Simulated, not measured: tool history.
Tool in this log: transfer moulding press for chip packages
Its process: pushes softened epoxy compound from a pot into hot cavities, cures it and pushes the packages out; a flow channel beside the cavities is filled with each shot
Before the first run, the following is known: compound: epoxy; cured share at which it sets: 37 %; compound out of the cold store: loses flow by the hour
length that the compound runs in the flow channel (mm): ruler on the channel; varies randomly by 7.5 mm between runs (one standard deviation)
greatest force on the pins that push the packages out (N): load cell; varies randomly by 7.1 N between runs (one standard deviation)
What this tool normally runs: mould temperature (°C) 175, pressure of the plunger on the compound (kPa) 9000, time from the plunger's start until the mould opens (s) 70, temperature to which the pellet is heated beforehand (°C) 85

run,hour,mould temperature (°C),pressure of the plunger on the compound (kPa),time from the plunger's start until the mould opens (s),temperature to which the pellet is heated beforehand (°C),incoming compound's hours out of the cold store,length that the compound runs in the flow channel (mm),greatest force on the pins that push the packages out (N)
1,0,175,9000,70,85,42.6,818,283
2,19.6,175,9000,70,85,29.9,853,410
3,42.5,175,9000,70,85,27.9,869,494
# hour 48.7: cavities cleaned with cleaning compound and waxed
4,58,175,9000,70,85,35,827,599
5,72.1,175,9000,70,85,15.2,918,617
# hour 95.2: cavities cleaned with cleaning compound and waxed
6,100.3,175,10380,70,85,25.5,913,354
# hour 120.4: cavities cleaned with cleaning compound and waxed, once more
7,130.4,179,9000,75,85,40.1,778,341
8,149.9,181,9300,106,85,31.6,841,401
# hour 168.2: cavities cleaned with cleaning compound and waxed
9,169.5,169,7930,55,85,43.3,765,680
10,197.2,182,9540,58,94,26.8,843,466
# hour 216.1: cavities cleaned with cleaning compound and waxed
11,224.5,182,9540,58,94,43.6,776,340
# hour 254.4: plunger's sealing rings changed
12,256.6,175,9000,70,89,37.9,878,495

Below are 5 alternative next runs, each starting from the tool's condition after run 12. Predict each:
# hour 266.8: cavities cleaned with cleaning compound and waxed
A,277.7,170,9000,70,84,11.7,?,?
# hour 266.8: cavities cleaned with cleaning compound and waxed
B,277.7,175,7660,108,88,24.1,?,?
# hour 266.8: cavities cleaned with cleaning compound and waxed
C,277.7,175,9000,70,80,43.1,?,?
# hour 266.8: cavities cleaned with cleaning compound and waxed
D,277.7,175,9000,94,89,46.7,?,?
# hour 266.8: cavities cleaned with cleaning compound and waxed
E,277.7,173,9000,70,89,9.7,?,?

run,length that the compound runs in the flow channel (mm),greatest force on the pins that push the packages out (N)
A,989,514
B,852,319
C,853,367
D,847,311
E,994,423
The same runs, with their run-to-run variation unchanged, on a tool lacking any hidden condition would have given:
run,length that the compound runs in the flow channel (mm),greatest force on the pins that push the packages out (N)
A,995,400
B,857,247
C,858,287
D,852,243
E,1000,329
